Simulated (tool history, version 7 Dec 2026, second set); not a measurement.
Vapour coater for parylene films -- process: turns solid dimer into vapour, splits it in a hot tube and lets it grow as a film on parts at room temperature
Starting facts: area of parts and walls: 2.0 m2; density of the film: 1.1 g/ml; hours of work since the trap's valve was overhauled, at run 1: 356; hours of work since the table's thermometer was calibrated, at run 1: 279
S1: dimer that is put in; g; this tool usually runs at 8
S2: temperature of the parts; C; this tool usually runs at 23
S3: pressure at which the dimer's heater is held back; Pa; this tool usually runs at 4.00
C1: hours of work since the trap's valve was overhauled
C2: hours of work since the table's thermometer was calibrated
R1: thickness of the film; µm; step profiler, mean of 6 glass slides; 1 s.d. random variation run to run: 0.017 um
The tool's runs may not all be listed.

run     day  S1  S2     S3   C1   C2    R1
  1   0.000   8  23   4.00  356  279  2.51
  2   1.296   8  23   4.00  382  305  2.49
  3   2.567   8  23   4.00  407  330  2.47
      3.333  -- trap's valve overhauled
  4   3.333   8  23   4.00    0  342  2.64
  5   4.188   8  23   4.00   17  359  2.61
  6   5.233   3  23   4.00   38  380  0.98
  7   6.525   3  23   4.00   64  406  0.97
  8   7.696   3  23   4.00   87  430  0.97
  9   8.700   8  23   4.00  107  450  2.57
 10   9.562   8  23  10.08  125  467  2.35
 11  10.888   8  23   4.00  151  493  2.60
 12  11.529   8  23   4.00  164  506  2.59
 13  12.912  12  23   4.00  191  534  3.83
 14  13.812   7  29   2.61  209  552  2.07
 15  14.533   7  29   2.61  224  566  2.08
 16  15.808   8  16   4.00  249  592  2.88
 17  16.958   4  25   6.42  272  615  1.15
 18  17.867   7  25   6.42  290  633  2.04
 19  18.667   8  30   4.00  306  649  2.18
 20  19.571   8  19   2.18  324  667  2.90
 21  20.533   8  16  10.39  344  686  2.56
 22  21.267   5  16   2.29  358  701  1.88
 23  22.333   5  16   2.29  380  722  1.89
 24  23.042   9  21   4.00  394  736  2.87
     24.492  -- trap's valve overhauled
 25  24.688   9  21   4.00    4  766  3.06
 26  25.700   3  17   5.41   24  786  1.07

Branching from run 26: 5 alternative next runs. What would each branch give?
  A  26.575   7  20  4.56  42  803   ?
  B  26.575   6  17  5.41  42  803   ?
  C  26.575   8  23  3.40  42  803   ?
  D  26.575   7  17  5.41  42  803   ?
  E  26.575   6  16  5.41  42  803   ?

run    R1
  A  2.40
  B  2.11
  C  2.64
  D  2.48
  E  2.14
Stripped of hidden state, with their random variation kept, the same runs would have yielded:
run    R1
  A  2.46
  B  2.17
  C  2.71
  D  2.54
  E  2.20
